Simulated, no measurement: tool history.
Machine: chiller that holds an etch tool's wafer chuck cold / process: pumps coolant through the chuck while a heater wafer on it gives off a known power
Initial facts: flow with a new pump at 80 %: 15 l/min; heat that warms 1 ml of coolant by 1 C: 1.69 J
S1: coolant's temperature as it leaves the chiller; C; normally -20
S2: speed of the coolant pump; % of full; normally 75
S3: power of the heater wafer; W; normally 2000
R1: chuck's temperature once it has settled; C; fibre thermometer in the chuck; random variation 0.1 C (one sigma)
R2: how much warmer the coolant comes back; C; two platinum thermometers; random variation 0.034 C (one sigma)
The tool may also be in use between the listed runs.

run 1 hour=0.0 | S1=-20 S2=75 S3=2000 | R1=1.2 R2=4.94
run 2 hour=44.5 | S1=-20 S2=75 S3=2000 | R1=1.7 R2=5.03
run 3 hour=78.0 | S1=-20 S2=75 S3=2648 | R1=8.4 R2=6.73
run 4 hour=101.8 | S1=-20 S2=78 S3=2000 | R1=0.9 R2=4.95
run 5 hour=131.1 | S1=-20 S2=78 S3=2000 | R1=1.0 R2=4.94
run 6 hour=157.5 | S1=-20 S2=84 S3=2000 | R1=0.0 R2=4.65
run 7 hour=207.1 | S1=-20 S2=84 S3=2000 | R1=0.2 R2=4.72
run 8 hour=228.1 | S1=-20 S2=84 S3=2000 | R1=0.2 R2=4.77
run 9 hour=262.5 | S1=-20 S2=84 S3=2000 | R1=0.3 R2=4.79
run 10 hour=298.3 | S1=-20 S2=84 S3=2000 | R1=0.1 R2=4.77
run 11 hour=340.0 | S1=-20 S2=94 S3=2000 | R1=-1.0 R2=4.44
run 12 hour=375.9 | S1=-20 S2=94 S3=2000 | R1=-1.0 R2=4.43
run 13 hour=401.5 | S1=-23 S2=75 S3=2000 | R1=-1.5 R2=5.41
-- hour=446.7 chiller's thermometer calibrated
run 14 hour=448.3 | S1=-20 S2=75 S3=2000 | R1=1.6 R2=5.52
-- hour=462.2 gauge calibrated
run 15 hour=470.0 | S1=-20 S2=75 S3=2000 | R1=1.6 R2=5.01
run 16 hour=518.9 | S1=-20 S2=75 S3=2000 | R1=1.4 R2=5.07
run 17 hour=550.1 | S1=-24 S2=75 S3=2000 | R1=-2.5 R2=5.10
run 18 hour=576.2 | S1=-24 S2=69 S3=1914 | R1=-2.7 R2=5.31
run 19 hour=622.3 | S1=-24 S2=69 S3=1914 | R1=-2.8 R2=5.33
run 20 hour=656.9 | S1=-27 S2=75 S3=2000 | R1=-5.4 R2=5.23
run 21 hour=684.9 | S1=-27 S2=75 S3=2000 | R1=-5.7 R2=5.21
run 22 hour=721.6 | S1=-30 S2=61 S3=1539 | R1=-11.5 R2=4.99
run 23 hour=761.9 | S1=-30 S2=61 S3=1539 | R1=-11.6 R2=4.98
run 24 hour=807.4 | S1=-30 S2=61 S3=1539 | R1=-11.8 R2=5.09
run 25 hour=827.9 | S1=-30 S2=64 S3=1539 | R1=-12.0 R2=4.81
run 26 hour=859.9 | S1=-20 S2=96 S3=2850 | R1=6.9 R2=6.08
run 27 hour=897.1 | S1=-20 S2=96 S3=2850 | R1=6.9 R2=6.09
run 28 hour=925.1 | S1=-21 S2=81 S3=2000 | R1=-0.4 R2=5.13
run 29 hour=955.5 | S1=-15 S2=81 S3=2000 | R1=5.5 R2=5.22
run 30 hour=981.3 | S1=-15 S2=81 S3=2000 | R1=5.5 R2=5.17
run 31 hour=1007.5 | S1=-20 S2=75 S3=1711 | R1=-1.7 R2=4.84
run 32 hour=1045.4 | S1=-20 S2=75 S3=1711 | R1=-1.4 R2=4.85
run 33 hour=1076.2 | S1=-16 S2=86 S3=1309 | R1=-2.8 R2=3.45

Below are 3 alternative next runs, each starting from the tool's condition after run 33. Predict each:
run A hour=1104.1 | S1=-20 S2=63 S3=1029 | R1=? R2=?
run B hour=1104.1 | S1=-16 S2=86 S3=2118 | R1=? R2=?
run C hour=1104.1 | S1=-26 S2=73 S3=1309 | R1=? R2=?

run=A R1=-7.9 R2=3.67
run=B R1=5.2 R2=5.35
run=C R1=-11.6 R2=4.05
With no hidden state in the tool, these same runs would have given:
run=A R1=-7.9 R2=3.01
run=B R1=5.2 R2=4.69
run=C R1=-11.6 R2=3.40

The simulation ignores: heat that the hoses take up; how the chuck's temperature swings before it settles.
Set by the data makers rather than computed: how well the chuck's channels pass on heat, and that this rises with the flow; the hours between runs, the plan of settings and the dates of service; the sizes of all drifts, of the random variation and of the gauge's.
